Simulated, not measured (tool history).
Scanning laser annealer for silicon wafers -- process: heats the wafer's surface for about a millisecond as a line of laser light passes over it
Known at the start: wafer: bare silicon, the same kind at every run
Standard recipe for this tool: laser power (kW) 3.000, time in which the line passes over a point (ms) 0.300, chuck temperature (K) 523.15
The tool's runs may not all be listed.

| run | hour | laser power (kW) | time in which the line passes over a point (ms) | chuck temperature (K) | highest temperature of the surface (K) |
|---|---|---|---|---|---|
| 1 | 0.0 | 3.000 | 0.300 | 523.15 | 1281.15 |
| 2 | 19.6 | 3.000 | 0.300 | 551.15 | 1313.15 |
| 3 | 29.2 | 3.000 | 0.300 | 551.15 | 1307.15 |
| 4 | 43.4 | 3.000 | 0.300 | 551.15 | 1311.15 |
| 5 | 59.3 | 3.000 | 0.300 | 551.15 | 1310.15 |
| 6 | 74.6 | 3.000 | 0.300 | 551.15 | 1307.15 |
| 7 | 91.8 | 2.637 | 0.300 | 551.15 | 1217.15 |
| 8 | 109.5 | 2.616 | 0.300 | 523.15 | 1183.15 |
| 9 | 122.8 | 2.830 | 0.300 | 523.15 | 1237.15 |
| 10 | 139.1 | 3.000 | 0.272 | 523.15 | 1245.15 |
| 11 | 151.5 | 3.000 | 0.251 | 523.15 | 1218.15 |
| 12 | 164.2 | 3.000 | 0.300 | 523.15 | 1279.15 |
| 13 | 182.0 | 3.000 | 0.300 | 523.15 | 1279.15 |
| 14 | 196.2 | 3.000 | 0.300 | 523.15 | 1278.15 |
| 15 | 207.4 | 3.000 | 0.300 | 523.15 | 1278.15 |
| 16 | 217.3 | 3.000 | 0.300 | 523.15 | 1279.15 |
| 17 | 236.0 | 2.785 | 0.300 | 523.15 | 1221.15 |
| 18 | 244.3 | 2.785 | 0.300 | 523.15 | 1223.15 |
| 19 | 261.7 | 2.785 | 0.300 | 523.15 | 1221.15 |
| 20 | 271.1 | 2.785 | 0.300 | 523.15 | 1223.15 |
| 21 | 289.8 | 2.579 | 0.229 | 488.15 | 1055.15 |
| 22 | 300.3 | 3.134 | 0.291 | 523.15 | 1298.15 |
| 23 | 316.9 | 2.909 | 0.221 | 523.15 | 1151.15 |
| 24 | 336.3 | 2.812 | 0.263 | 553.15 | 1213.15 |
| 25 | 354.0 | 2.736 | 0.284 | 495.15 | 1162.15 |
| 26 | 375.5 | 2.736 | 0.362 | 495.15 | 1235.15 |
| 27 | 383.8 | 2.995 | 0.301 | 495.15 | 1241.15 |
| 28 | 392.8 | 2.995 | 0.301 | 547.15 | 1290.15 |
| 29 | 402.9 | 2.964 | 0.239 | 539.15 | 1196.15 |
| 30 | 422.5 | 2.964 | 0.239 | 539.15 | 1199.15 |
| 31 | 441.6 | 2.964 | 0.239 | 539.15 | 1196.15 |
| 32 | 453.1 | 2.964 | 0.239 | 539.15 | 1196.15 |
| 33 | 465.5 | 3.000 | 0.292 | 490.15 | 1238.15 |
| 34 | 478.2 | 2.731 | 0.300 | 523.15 | 1211.15 |
| 35 | 497.8 | 3.194 | 0.300 | 523.15 | 1329.15 |
| 36 | 508.8 | 3.274 | 0.222 | 523.15 | 1242.15 |
| 37 | 519.7 | 3.274 | 0.222 | 523.15 | 1242.15 |
| 38 | 528.3 | 2.690 | 0.300 | 523.15 | 1201.15 |
| 39 | 546.7 | 2.938 | 0.305 | 506.15 | 1254.15 |
| 40 | 561.7 | 3.000 | 0.223 | 523.15 | 1183.15 |

Between the runs listed above, the log contained 2 entries, not reproduced here. Where in the sequence does each belong, and how does what the log doesn't record of the tool's condition differ from the listed run before to the listed run after?
Run 25 -> run 26: window over the wafer cleaned (hour 357.4)
  light that passes the window, % of a clean one's: 98.73 -> 97.83; width of the line over the set one, %: 1.71 -> 1.73
  measured result minus the result with no hidden state, highest temperature of the surface (K): -13.00 -> -22.00
Run 32 -> run 33: window over the wafer cleaned, once more (hour 460.1)
  light that passes the window, % of a clean one's: 97.62 -> 99.94; width of the line over the set one, %: 1.82 -> 1.83
  measured result minus the result with no hidden state, highest temperature of the surface (K): -21.00 -> -6.00
